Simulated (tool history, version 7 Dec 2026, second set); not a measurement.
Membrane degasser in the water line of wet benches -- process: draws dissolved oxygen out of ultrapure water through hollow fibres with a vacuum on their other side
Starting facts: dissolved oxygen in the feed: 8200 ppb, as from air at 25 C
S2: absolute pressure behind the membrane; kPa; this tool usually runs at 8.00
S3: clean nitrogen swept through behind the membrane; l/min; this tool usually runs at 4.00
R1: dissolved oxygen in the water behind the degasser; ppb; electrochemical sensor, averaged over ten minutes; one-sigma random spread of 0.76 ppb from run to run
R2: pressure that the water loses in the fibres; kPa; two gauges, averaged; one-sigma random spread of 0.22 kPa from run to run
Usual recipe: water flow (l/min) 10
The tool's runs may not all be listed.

Run 1, hour 0.0: usual settings. Result: R1 70.4 ppb, R2 52.74 kPa.
Run 2, hour 34.2: usual settings. Result: R1 68.6 ppb, R2 53.07 kPa.
Run 3, hour 79.9: usual settings. Result: R1 70.2 ppb, R2 52.72 kPa.
Run 4, hour 129.8: usual settings but water flow (l/min) 9. Result: R1 60.4 ppb, R2 47.34 kPa.
Run 5, hour 162.4: usual settings but water flow (l/min) 9, S3 5.59 l/min. Result: R1 53.0 ppb, R2 47.42 kPa.
Run 6, hour 190.5: usual settings. Result: R1 69.9 ppb, R2 52.28 kPa.
Run 7, hour 226.4: usual settings but S3 2.60 l/min. Result: R1 84.8 ppb, R2 52.37 kPa.
Run 8, hour 266.0: usual settings but S3 2.60 l/min. Result: R1 85.5 ppb, R2 52.33 kPa.
Run 9, hour 288.4: usual settings but S3 2.60 l/min. Result: R1 84.1 ppb, R2 52.61 kPa.
Run 10, hour 320.4: usual settings but S3 2.60 l/min. Result: R1 84.9 ppb, R2 52.34 kPa.
Run 11, hour 350.7: usual settings but S3 6.11 l/min. Result: R1 60.0 ppb, R2 52.26 kPa.
Run 12, hour 402.0: usual settings but water flow (l/min) 8. Result: R1 49.7 ppb, R2 41.71 kPa.
Run 13, hour 424.0: usual settings but water flow (l/min) 8. Result: R1 50.2 ppb, R2 41.76 kPa.
Run 14, hour 474.4: usual settings but S2 8.11 kPa. Result: R1 70.7 ppb, R2 52.12 kPa.
Run 15, hour 527.6: usual settings but S2 8.11 kPa. Result: R1 70.2 ppb, R2 52.37 kPa.
Run 16, hour 559.2: usual settings but S2 7.23 kPa, S3 11.42 l/min. Result: R1 49.6 ppb, R2 52.09 kPa.
Run 17, hour 608.8: usual settings but water flow (l/min) 8. Result: R1 49.8 ppb, R2 41.49 kPa.
Run 18, hour 654.4: usual settings but water flow (l/min) 8. Result: R1 50.1 ppb, R2 41.60 kPa.
Run 19, hour 694.1: usual settings but water flow (l/min) 6, S2 4.82 kPa. Result: R1 19.9 ppb, R2 31.18 kPa.

Run 20 comes next. What will it give?
Run 20, hour 741.3: usual settings but water flow (l/min) 9, S2 15.45 kPa, S3 8.29 l/min. Result: R1 ?, R2 ?.

Run 20 measured R1 65.4 ppb, R2 46.35 kPa.
With no hidden state in the tool, this same run would have given R1 65.3 ppb, R2 47.44 kPa.

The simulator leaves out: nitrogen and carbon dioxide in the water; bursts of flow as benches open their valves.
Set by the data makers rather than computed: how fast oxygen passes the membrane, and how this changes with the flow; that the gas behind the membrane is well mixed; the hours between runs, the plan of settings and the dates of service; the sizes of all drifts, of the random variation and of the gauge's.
